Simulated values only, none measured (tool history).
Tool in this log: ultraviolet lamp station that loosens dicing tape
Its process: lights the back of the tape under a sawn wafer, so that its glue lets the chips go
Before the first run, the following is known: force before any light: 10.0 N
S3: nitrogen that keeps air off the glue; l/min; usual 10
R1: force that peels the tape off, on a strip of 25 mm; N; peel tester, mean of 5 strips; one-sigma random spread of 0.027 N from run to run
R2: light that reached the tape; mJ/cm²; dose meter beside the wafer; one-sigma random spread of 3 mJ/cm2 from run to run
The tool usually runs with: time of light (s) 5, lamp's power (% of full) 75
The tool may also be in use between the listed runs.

run 1 hour=0.0 | time_of_light_(s)=5 lamp's_power_(%_of_full)=75 S3=10 | R1=1.314 R2=448
run 2 hour=7.4 | time_of_light_(s)=5 lamp's_power_(%_of_full)=91 S3=10 | R1=0.856 R2=541
run 3 hour=12.1 | time_of_light_(s)=5 lamp's_power_(%_of_full)=91 S3=10 | R1=0.867 R2=539
run 4 hour=21.1 | time_of_light_(s)=5 lamp's_power_(%_of_full)=91 S3=10 | R1=0.857 R2=544
run 5 hour=28.9 | time_of_light_(s)=5 lamp's_power_(%_of_full)=75 S3=10 | R1=1.314 R2=455
run 6 hour=33.7 | time_of_light_(s)=5 lamp's_power_(%_of_full)=75 S3=10 | R1=1.300 R2=434
run 7 hour=40.9 | time_of_light_(s)=5 lamp's_power_(%_of_full)=75 S3=10 | R1=1.298 R2=444
run 8 hour=47.5 | time_of_light_(s)=5 lamp's_power_(%_of_full)=75 S3=10 | R1=1.324 R2=445
run 9 hour=52.6 | time_of_light_(s)=5 lamp's_power_(%_of_full)=75 S3=10 | R1=1.311 R2=447
run 10 hour=60.5 | time_of_light_(s)=5 lamp's_power_(%_of_full)=75 S3=6 | R1=1.815 R2=446
run 11 hour=66.2 | time_of_light_(s)=7 lamp's_power_(%_of_full)=75 S3=6 | R1=0.941 R2=621
run 12 hour=70.7 | time_of_light_(s)=7 lamp's_power_(%_of_full)=75 S3=6 | R1=0.935 R2=621
run 13 hour=80.5 | time_of_light_(s)=7 lamp's_power_(%_of_full)=75 S3=6 | R1=0.944 R2=630
run 14 hour=90.6 | time_of_light_(s)=4 lamp's_power_(%_of_full)=64 S3=8 | R1=2.800 R2=303
run 15 hour=100.0 | time_of_light_(s)=6 lamp's_power_(%_of_full)=96 S3=13 | R1=0.385 R2=687
run 16 hour=104.1 | time_of_light_(s)=6 lamp's_power_(%_of_full)=96 S3=13 | R1=0.377 R2=684
run 17 hour=114.0 | time_of_light_(s)=6 lamp's_power_(%_of_full)=78 S3=9 | R1=0.869 R2=561
run 18 hour=120.0 | time_of_light_(s)=6 lamp's_power_(%_of_full)=78 S3=9 | R1=0.897 R2=559
run 19 hour=125.7 | time_of_light_(s)=6 lamp's_power_(%_of_full)=78 S3=9 | R1=0.895 R2=560
run 20 hour=134.1 | time_of_light_(s)=4 lamp's_power_(%_of_full)=81 S3=8 | R1=1.985 R2=386
run 21 hour=139.2 | time_of_light_(s)=2 lamp's_power_(%_of_full)=89 S3=12 | R1=3.393 R2=213
run 22 hour=145.5 | time_of_light_(s)=4 lamp's_power_(%_of_full)=75 S3=10 | R1=1.929 R2=357
run 23 hour=152.7 | time_of_light_(s)=5 lamp's_power_(%_of_full)=75 S3=9 | R1=1.422 R2=439
run 24 hour=160.9 | time_of_light_(s)=2 lamp's_power_(%_of_full)=69 S3=3 | R1=6.288 R2=169
run 25 hour=170.3 | time_of_light_(s)=7 lamp's_power_(%_of_full)=60 S3=3 | R1=2.263 R2=499

Between the runs listed above, the log contained 1 entry, not reproduced here. Where in the sequence does each belong, and how does what the log doesn't record of the tool's condition differ from the listed run before to the listed run after?
After run 23, before run 24: window cleaned of glue's vapour (hour 154.4)
  light that the window lets through, % of a clean one's: 99.9 -> 100

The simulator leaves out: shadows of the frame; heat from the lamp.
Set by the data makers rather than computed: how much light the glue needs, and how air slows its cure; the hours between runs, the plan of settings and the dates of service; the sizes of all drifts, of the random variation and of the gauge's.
